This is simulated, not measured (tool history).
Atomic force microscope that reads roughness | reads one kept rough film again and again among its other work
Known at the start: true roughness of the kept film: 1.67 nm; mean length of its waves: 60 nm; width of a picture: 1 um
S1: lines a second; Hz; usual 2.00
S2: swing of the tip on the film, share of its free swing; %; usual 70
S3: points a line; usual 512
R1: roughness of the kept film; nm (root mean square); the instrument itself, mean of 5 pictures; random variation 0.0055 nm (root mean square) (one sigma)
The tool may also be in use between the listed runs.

| run | hour | S1 | S2 | S3 | R1 |
|---|---|---|---|---|---|
| 1 | 0.0 | 2.00 | 70 | 512 | 1.529 |
| 2 | 16.6 | 2.00 | 70 | 512 | 1.509 |
| 3 | 35.9 | 2.00 | 75 | 512 | 1.470 |
| 4 | 52.2 | 2.00 | 70 | 536 | 1.500 |
|  | 58.2 | new tip fitted |
| 5 | 81.0 | 2.00 | 70 | 536 | 1.519 |
| 6 | 115.2 | 2.00 | 70 | 536 | 1.511 |
| 7 | 133.1 | 2.00 | 82 | 536 | 1.407 |
|  | 141.5 | new tip fitted |
| 8 | 163.2 | 2.00 | 74 | 512 | 1.491 |
| 9 | 190.7 | 2.00 | 70 | 512 | 1.513 |
|  | 224.7 | new tip fitted |
| 10 | 225.7 | 2.00 | 70 | 512 | 1.543 |
| 11 | 249.3 | 2.00 | 70 | 512 | 1.528 |
| 12 | 280.1 | 2.00 | 70 | 512 | 1.507 |
| 13 | 304.7 | 2.53 | 70 | 679 | 1.484 |
|  | 308.2 | new tip fitted |
| 14 | 321.7 | 2.53 | 62 | 326 | 1.563 |
| 15 | 345.2 | 1.67 | 55 | 282 | 1.592 |
| 16 | 379.7 | 1.13 | 58 | 411 | 1.575 |
|  | 392.4 | new tip fitted |
| 17 | 399.6 | 1.13 | 58 | 386 | 1.618 |
| 18 | 431.1 | 1.14 | 75 | 323 | 1.535 |
| 19 | 451.3 | 1.14 | 75 | 1003 | 1.534 |
|  | 476.4 | new tip fitted |
| 20 | 477.5 | 2.00 | 65 | 512 | 1.576 |
| 21 | 501.8 | 2.00 | 65 | 512 | 1.559 |
| 22 | 518.9 | 2.00 | 65 | 404 | 1.548 |
| 23 | 544.5 | 1.51 | 70 | 512 | 1.527 |

Forecast each of these 3 alternatives for the next run:
|  | 559.6 | new tip fitted |
| A | 560.9 | 2.78 | 70 | 512 | ? |
|  | 559.6 | new tip fitted |
| B | 560.9 | 0.63 | 82 | 526 | ? |
|  | 559.6 | new tip fitted |
| C | 560.9 | 2.09 | 57 | 421 | ? |

| run | R1 |
|---|---|
| A | 1.500 |
| B | 1.583 |
| C | 1.598 |
Without the tool's hidden state the same runs would have given:
| run | R1 |
|---|---|
| A | 1.497 |
| B | 1.580 |
| C | 1.595 |
